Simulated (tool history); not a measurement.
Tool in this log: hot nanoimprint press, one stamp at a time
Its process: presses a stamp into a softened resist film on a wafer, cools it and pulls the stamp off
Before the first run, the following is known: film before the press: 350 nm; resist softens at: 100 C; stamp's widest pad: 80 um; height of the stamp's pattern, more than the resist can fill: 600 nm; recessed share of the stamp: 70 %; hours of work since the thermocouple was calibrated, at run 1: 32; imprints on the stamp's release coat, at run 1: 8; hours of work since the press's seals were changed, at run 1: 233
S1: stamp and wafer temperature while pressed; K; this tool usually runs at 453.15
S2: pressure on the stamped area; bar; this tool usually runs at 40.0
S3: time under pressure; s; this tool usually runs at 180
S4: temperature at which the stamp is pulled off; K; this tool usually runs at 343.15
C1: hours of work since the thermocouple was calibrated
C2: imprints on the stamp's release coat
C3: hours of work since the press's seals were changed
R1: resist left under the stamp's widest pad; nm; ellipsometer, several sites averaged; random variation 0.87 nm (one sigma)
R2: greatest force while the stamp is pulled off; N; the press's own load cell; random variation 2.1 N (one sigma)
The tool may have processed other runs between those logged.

{"run": 1, "hour": 0.0, "S1": 453.15, "S2": 40.0, "S3": 180, "S4": 343.15, "C1": 32, "C2": 8, "C3": 233, "R1": 176.5, "R2": 94}
{"run": 2, "hour": 29.3, "S1": 453.15, "S2": 40.0, "S3": 180, "S4": 343.15, "C1": 53, "C2": 123, "C3": 254, "R1": 177.2, "R2": 97}
{"run": 3, "hour": 51.8, "S1": 453.15, "S2": 40.0, "S3": 180, "S4": 343.15, "C1": 69, "C2": 212, "C3": 270, "R1": 175.7, "R2": 97}
{"run": 4, "hour": 73.5, "S1": 453.15, "S2": 27.5, "S3": 180, "S4": 343.15, "C1": 84, "C2": 298, "C3": 285, "R1": 206.2, "R2": 101}
{"run": 5, "hour": 90.2, "S1": 453.15, "S2": 40.0, "S3": 180, "S4": 343.15, "C1": 96, "C2": 364, "C3": 297, "R1": 179.8, "R2": 104}
{"run": 6, "hour": 105.0, "S1": 453.15, "S2": 40.0, "S3": 180, "S4": 343.15, "C1": 106, "C2": 422, "C3": 308, "R1": 178.9, "R2": 100}
{"run": 7, "hour": 121.8, "S1": 453.15, "S2": 40.0, "S3": 180, "S4": 343.15, "C1": 118, "C2": 488, "C3": 319, "R1": 178.2, "R2": 105}
{"run": 8, "hour": 146.0, "S1": 449.15, "S2": 40.0, "S3": 180, "S4": 343.15, "C1": 135, "C2": 584, "C3": 336, "R1": 197.2, "R2": 110}
{"run": 9, "hour": 163.2, "S1": 453.15, "S2": 40.0, "S3": 180, "S4": 343.15, "C1": 147, "C2": 652, "C3": 349, "R1": 180.4, "R2": 109}
{"run": 10, "hour": 179.0, "S1": 453.15, "S2": 40.0, "S3": 180, "S4": 343.15, "C1": 159, "C2": 714, "C3": 360, "R1": 179.4, "R2": 111}
{"run": 11, "hour": 195.1, "S1": 447.15, "S2": 40.0, "S3": 180, "S4": 343.15, "C1": 170, "C2": 778, "C3": 371, "R1": 207.3, "R2": 114}
{"run": 12, "hour": 225.8, "S1": 447.15, "S2": 40.0, "S3": 180, "S4": 343.15, "C1": 192, "C2": 899, "C3": 393, "R1": 208.6, "R2": 119}
{"run": 13, "hour": 251.1, "S1": 453.15, "S2": 40.0, "S3": 180, "S4": 343.15, "C1": 209, "C2": 998, "C3": 411, "R1": 180.9, "R2": 127}
{"run": 14, "hour": 276.5, "S1": 453.15, "S2": 40.0, "S3": 180, "S4": 343.15, "C1": 227, "C2": 1099, "C3": 429, "R1": 181.0, "R2": 125}
{"run": 15, "hour": 291.8, "S1": 453.15, "S2": 40.0, "S3": 111, "S4": 343.15, "C1": 238, "C2": 1159, "C3": 439, "R1": 210.4, "R2": 127}
{"run": 16, "hour": 318.5, "S1": 453.15, "S2": 40.0, "S3": 180, "S4": 329.15, "C1": 257, "C2": 1264, "C3": 458, "R1": 180.3, "R2": 151}
{"run": 17, "hour": 350.5, "S1": 453.15, "S2": 51.0, "S3": 313, "S4": 344.15, "C1": 280, "C2": 1390, "C3": 481, "R1": 133.3, "R2": 126}
{"hour": 369.4, "done": "stamp cleaned and given a new release coat"}
{"run": 18, "hour": 383.8, "S1": 463.15, "S2": 40.0, "S3": 180, "S4": 343.15, "C1": 299, "C2": 57, "C3": 500, "R1": 144.3, "R2": 98}
{"run": 19, "hour": 398.2, "S1": 463.15, "S2": 40.0, "S3": 180, "S4": 343.15, "C1": 309, "C2": 114, "C3": 510, "R1": 145.8, "R2": 97}
{"run": 20, "hour": 413.8, "S1": 452.15, "S2": 40.0, "S3": 180, "S4": 340.15, "C1": 320, "C2": 176, "C3": 521, "R1": 186.5, "R2": 104}
{"run": 21, "hour": 435.3, "S1": 452.15, "S2": 40.0, "S3": 180, "S4": 340.15, "C1": 335, "C2": 260, "C3": 536, "R1": 188.2, "R2": 103}
{"run": 22, "hour": 460.0, "S1": 442.15, "S2": 40.0, "S3": 180, "S4": 340.15, "C1": 353, "C2": 358, "C3": 554, "R1": 235.7, "R2": 107}

For run 23, what comes out?
{"hour": 476.9, "done": "press's hydraulic seals changed and the load cell set to zero"}
{"run": 23, "hour": 485.2, "S1": 458.15, "S2": 58.5, "S3": 132, "S4": 341.15, "C1": 365, "C2": 426, "C3": 6, "R1": "?", "R2": "?"}

R1: 152.9 nm
R2: 111 N
Without the tool's hidden state the same run would have given R1 146.5 nm, R2 98 N.
